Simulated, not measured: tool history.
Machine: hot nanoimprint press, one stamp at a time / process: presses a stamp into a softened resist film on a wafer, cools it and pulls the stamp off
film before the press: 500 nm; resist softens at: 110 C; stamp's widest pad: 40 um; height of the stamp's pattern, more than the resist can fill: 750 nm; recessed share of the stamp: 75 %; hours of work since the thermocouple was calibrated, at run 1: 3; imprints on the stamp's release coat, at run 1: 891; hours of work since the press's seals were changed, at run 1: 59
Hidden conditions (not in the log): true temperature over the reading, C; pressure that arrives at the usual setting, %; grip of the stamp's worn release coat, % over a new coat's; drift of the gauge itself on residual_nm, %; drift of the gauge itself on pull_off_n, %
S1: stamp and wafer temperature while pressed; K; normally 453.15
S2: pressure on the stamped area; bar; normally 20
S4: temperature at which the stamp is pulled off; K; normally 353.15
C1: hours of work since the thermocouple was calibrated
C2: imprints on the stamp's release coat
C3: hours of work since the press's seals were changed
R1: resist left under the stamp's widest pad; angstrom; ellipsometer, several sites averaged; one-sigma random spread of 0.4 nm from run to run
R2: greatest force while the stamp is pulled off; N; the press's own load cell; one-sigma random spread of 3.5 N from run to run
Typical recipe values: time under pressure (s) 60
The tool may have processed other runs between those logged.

{"run": 1, "day": 0.0, "S1": 453.15, "S2": 20, "time under pressure (s)": 60, "S4": 353.15, "C1": 3, "C2": 891, "C3": 59, "R1": 2457, "R2": 247}
{"run": 2, "day": 0.525, "S1": 453.15, "S2": 20, "time under pressure (s)": 60, "S4": 353.15, "C1": 9, "C2": 920, "C3": 65, "R1": 2451, "R2": 247}
{"run": 3, "day": 1.329, "S1": 453.15, "S2": 20, "time under pressure (s)": 60, "S4": 353.15, "C1": 19, "C2": 964, "C3": 75, "R1": 2463, "R2": 248}
{"run": 4, "day": 2.392, "S1": 453.15, "S2": 20, "time under pressure (s)": 60, "S4": 353.15, "C1": 32, "C2": 1023, "C3": 88, "R1": 2454, "R2": 249}
{"run": 5, "day": 3.042, "S1": 453.15, "S2": 19.4, "time under pressure (s)": 60, "S4": 353.15, "C1": 39, "C2": 1059, "C3": 96, "R1": 2483, "R2": 260}
{"run": 6, "day": 3.783, "S1": 453.15, "S2": 19.4, "time under pressure (s)": 60, "S4": 353.15, "C1": 48, "C2": 1100, "C3": 104, "R1": 2491, "R2": 250}
{"run": 7, "day": 4.621, "S1": 453.15, "S2": 19.4, "time under pressure (s)": 60, "S4": 353.15, "C1": 58, "C2": 1146, "C3": 114, "R1": 2483, "R2": 259}
{"run": 8, "day": 5.688, "S1": 446.15, "S2": 17.8, "time under pressure (s)": 66, "S4": 344.15, "C1": 71, "C2": 1205, "C3": 127, "R1": 3194, "R2": 279}
{"run": 9, "day": 6.371, "S1": 446.15, "S2": 17.8, "time under pressure (s)": 66, "S4": 344.15, "C1": 79, "C2": 1243, "C3": 135, "R1": 3185, "R2": 286}
{"run": 10, "day": 7.346, "S1": 453.15, "S2": 18.5, "time under pressure (s)": 82, "S4": 353.15, "C1": 91, "C2": 1297, "C3": 147, "R1": 2272, "R2": 259}
{"run": 11, "day": 8.354, "S1": 453.15, "S2": 18.5, "time under pressure (s)": 82, "S4": 353.15, "C1": 103, "C2": 1352, "C3": 159, "R1": 2278, "R2": 266}
{"run": 12, "day": 9.492, "S1": 453.15, "S2": 18.5, "time under pressure (s)": 82, "S4": 353.15, "C1": 117, "C2": 1415, "C3": 173, "R1": 2267, "R2": 273}
{"run": 13, "day": 10.329, "S1": 453.15, "S2": 18.5, "time under pressure (s)": 82, "S4": 353.15, "C1": 127, "C2": 1462, "C3": 183, "R1": 2265, "R2": 269}

Below are 5 alternative next runs, each starting from the tool's condition after run 13. Predict each:
{"run": "A", "day": 11.458, "S1": 444.15, "S2": 27.4, "time under pressure (s)": 60, "S4": 357.15, "C1": 140, "C2": 1524, "C3": 196, "R1": "?", "R2": "?"}
{"run": "B", "day": 11.458, "S1": 447.15, "S2": 18.5, "time under pressure (s)": 72, "S4": 350.15, "C1": 140, "C2": 1524, "C3": 196, "R1": "?", "R2": "?"}
{"run": "C", "day": 11.458, "S1": 453.15, "S2": 20, "time under pressure (s)": 60, "S4": 357.15, "C1": 140, "C2": 1524, "C3": 196, "R1": "?", "R2": "?"}
{"run": "D", "day": 11.458, "S1": 453.15, "S2": 20, "time under pressure (s)": 57, "S4": 353.15, "C1": 140, "C2": 1524, "C3": 196, "R1": "?", "R2": "?"}
{"run": "E", "day": 11.458, "S1": 453.15, "S2": 23.9, "time under pressure (s)": 56, "S4": 353.15, "C1": 140, "C2": 1524, "C3": 196, "R1": "?", "R2": "?"}

run=A R1=2981 R2=252
run=B R1=2955 R2=275
run=C R1=2446 R2=259
run=D R1=2484 R2=272
run=E R1=2304 R2=263
Had the tool no hidden state, the same runs would have come out as:
run=A R1=2980 R2=203
run=B R1=2957 R2=221
run=C R1=2447 R2=209
run=D R1=2485 R2=219
run=E R1=2303 R2=212

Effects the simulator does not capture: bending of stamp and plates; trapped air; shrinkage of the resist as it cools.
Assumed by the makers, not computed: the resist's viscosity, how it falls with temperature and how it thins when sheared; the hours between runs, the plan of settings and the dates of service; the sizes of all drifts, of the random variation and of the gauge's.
